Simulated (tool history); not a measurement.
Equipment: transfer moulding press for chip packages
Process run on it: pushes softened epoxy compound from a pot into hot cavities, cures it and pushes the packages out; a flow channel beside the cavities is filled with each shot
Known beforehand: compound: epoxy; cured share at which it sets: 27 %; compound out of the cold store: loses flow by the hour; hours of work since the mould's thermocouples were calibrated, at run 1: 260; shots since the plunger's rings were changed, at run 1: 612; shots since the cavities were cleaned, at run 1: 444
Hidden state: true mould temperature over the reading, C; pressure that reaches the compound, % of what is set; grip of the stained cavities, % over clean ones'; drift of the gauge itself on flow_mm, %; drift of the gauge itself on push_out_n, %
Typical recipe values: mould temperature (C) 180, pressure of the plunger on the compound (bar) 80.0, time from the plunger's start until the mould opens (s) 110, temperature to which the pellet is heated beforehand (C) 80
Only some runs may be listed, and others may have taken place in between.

| run | hour | mould temperature (C) | pressure of the plunger on the compound (bar) | time from the plunger's start until the mould opens (s) | temperature to which the pellet is heated beforehand (C) | hours of work since the mould's thermocouples were calibrated | shots since the plunger's rings were changed | shots since the cavities were cleaned | incoming compound's hours out of the cold store | length that the compound runs in the flow channel (mm) | greatest force on the pins that push the packages out (N) |
|---|---|---|---|---|---|---|---|---|---|---|---|
| 1 | 0.0 | 180 | 80.0 | 110 | 80 | 260 | 612 | 444 | 38.5 | 672 | 490 |
| 2 | 6.1 | 180 | 80.0 | 110 | 80 | 265 | 691 | 523 | 9.1 | 804 | 532 |
| 3 | 14.1 | 180 | 80.0 | 110 | 80 | 270 | 792 | 624 | 28.6 | 697 | 510 |
| 4 | 19.5 | 180 | 80.0 | 110 | 80 | 274 | 861 | 693 | 42.8 | 649 | 507 |
| 5 | 25.7 | 180 | 80.0 | 110 | 80 | 279 | 940 | 772 | 42.5 | 650 | 500 |
|  | 29.3 | cavities cleaned with cleaning compound and waxed |
| 6 | 35.1 | 180 | 80.0 | 110 | 80 | 284 | 1041 | 74 | 43.7 | 642 | 493 |
| 7 | 42.5 | 180 | 80.0 | 110 | 80 | 290 | 1136 | 169 | 14.2 | 765 | 532 |
| 8 | 49.9 | 180 | 80.0 | 110 | 72 | 295 | 1230 | 263 | 44.5 | 639 | 512 |
| 9 | 59.2 | 180 | 80.0 | 110 | 72 | 302 | 1349 | 382 | 12.8 | 772 | 530 |
| 10 | 68.2 | 180 | 80.0 | 110 | 72 | 308 | 1464 | 497 | 43.8 | 640 | 499 |
| 11 | 72.6 | 185 | 72.7 | 105 | 72 | 311 | 1521 | 554 | 22.3 | 692 | 425 |
| 12 | 80.8 | 185 | 72.7 | 143 | 86 | 317 | 1625 | 658 | 45.7 | 587 | 377 |
| 13 | 85.9 | 180 | 82.7 | 110 | 80 | 321 | 1690 | 723 | 31.4 | 710 | 498 |
| 14 | 91.1 | 180 | 82.7 | 110 | 80 | 325 | 1757 | 790 | 11.4 | 793 | 542 |
|  | 93.5 | cavities cleaned with cleaning compound and waxed |
| 15 | 99.2 | 180 | 82.7 | 110 | 80 | 329 | 1840 | 73 | 9.9 | 812 | 511 |
| 16 | 106.8 | 176 | 97.0 | 142 | 87 | 335 | 1938 | 171 | 12.8 | 872 | 478 |
| 17 | 111.2 | 180 | 86.4 | 110 | 77 | 338 | 1994 | 227 | 8.1 | 840 | 538 |
| 18 | 115.4 | 185 | 86.4 | 138 | 81 | 341 | 2047 | 280 | 42.0 | 660 | 382 |

4 options for the next run, each taken on its own from the tool as it stands now. Forecast them:
| A | 124.3 | 174 | 86.4 | 138 | 80 | 348 | 2161 | 394 | 43.4 | ? | ? |
| B | 124.3 | 185 | 99.5 | 138 | 81 | 348 | 2161 | 394 | 37.4 | ? | ? |
| C | 124.3 | 175 | 65.4 | 102 | 81 | 348 | 2161 | 394 | 38.8 | ? | ? |
| D | 124.3 | 181 | 86.4 | 138 | 81 | 348 | 2161 | 394 | 19.1 | ? | ? |

| run | length that the compound runs in the flow channel (mm) | greatest force on the pins that push the packages out (N) |
|---|---|---|
| A | 681 | 506 |
| B | 723 | 379 |
| C | 604 | 808 |
| D | 776 | 385 |
With the hidden condition removed and each run's random variation left untouched, the same runs would have given:
| run | length that the compound runs in the flow channel (mm) | greatest force on the pins that push the packages out (N) |
|---|---|---|
| A | 681 | 503 |
| B | 724 | 377 |
| C | 604 | 803 |
| D | 777 | 383 |
